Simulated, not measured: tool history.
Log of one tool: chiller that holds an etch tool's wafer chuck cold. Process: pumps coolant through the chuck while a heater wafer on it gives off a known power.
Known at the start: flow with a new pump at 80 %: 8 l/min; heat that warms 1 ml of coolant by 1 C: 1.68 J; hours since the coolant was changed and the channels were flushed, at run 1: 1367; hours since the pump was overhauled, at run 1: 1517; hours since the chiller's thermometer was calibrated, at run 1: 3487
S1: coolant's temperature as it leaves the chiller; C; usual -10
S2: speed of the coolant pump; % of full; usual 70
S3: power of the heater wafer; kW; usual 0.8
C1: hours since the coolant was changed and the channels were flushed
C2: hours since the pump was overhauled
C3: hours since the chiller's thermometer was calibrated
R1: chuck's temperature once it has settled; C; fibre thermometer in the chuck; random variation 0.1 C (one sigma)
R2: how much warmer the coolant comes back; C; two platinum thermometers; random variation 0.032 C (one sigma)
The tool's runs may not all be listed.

run	hour	S1	S2	S3	C1	C2	C3	R1	R2
1	0	-10	70	0.8	1367	1517	3487	-2.9	4.39
2	44.1	-10	70	0.8	1411	1561	3531	-3.2	4.39
3	93.2	-10	70	0.8	1460	1610	3580	-3.1	4.47
4	124.1	-9	70	0.8	1491	1641	3611	-2.2	4.37
5	174.1	-9	70	0.8	1541	1691	3661	-2	4.32
6	213.9	-19	70	0.8	1581	1731	3700	-12	4.41
7	262.3	-19	70	0.8	1629	1780	3749	-12.2	4.37
8	309.2	-19	70	0.8	1676	1826	3796	-12	4.43
9	353.6	-10	83	0.8	1721	1871	3840	-4.2	3.76
# hour 364.5: coolant pump overhauled
10	395.1	-10	83	1.104	1757	31	3877	-1.4	5.25
11	443.1	-10	83	1.104	1805	79	3925	-1.3	5.3
12	492.4	-10	70	0.8	1855	128	3974	-2.8	4.6
13	541.1	-10	74	0.939	1903	177	4023	-1.7	5.09
14	590.3	-10	67	0.753	1952	226	4072	-2.9	4.58
# hour 616.6: coolant pump overhauled, once more
15	646.2	-10	62	1.076	2003	30	4123	0	6.23
16	672.6	-4	82	1.027	2030	56	4149	3.1	4.42
17	703.3	-4	82	1.027	2060	87	4180	3.1	4.45
18	766	-6	82	1.149	2123	149	4243	2.2	5
19	795.4	-19	81	1.076	2153	179	4272	-11.2	4.72
20	836.9	-17	83	0.768	2194	220	4313	-11.9	3.27
21	886.2	-17	83	0.612	2243	270	4363	-13.2	2.61
22	949	-5	76	0.694	2306	332	4426	-0.2	3.29
23	986.1	-10	86	0.927	2343	370	4463	-3.8	3.78

Forecast each of these 4 alternatives for the next run:
A	1031.4	-8	70	0.497	2389	415	4508	?	?
B	1031.4	-14	70	0.923	2389	415	4508	?	?
C	1031.4	-11	70	1.022	2389	415	4508	?	?
D	1031.4	-6	86	0.7	2389	415	4508	?	?

run	R1	R2
A	-4.4	2.57
B	-6.4	4.73
C	-2.5	5.29
D	-1.6	2.92
Without the tool's hidden state the same runs would have given:
run	R1	R2
A	-3.4	2.56
B	-5.5	4.71
C	-1.7	5.27
D	-0.7	2.91
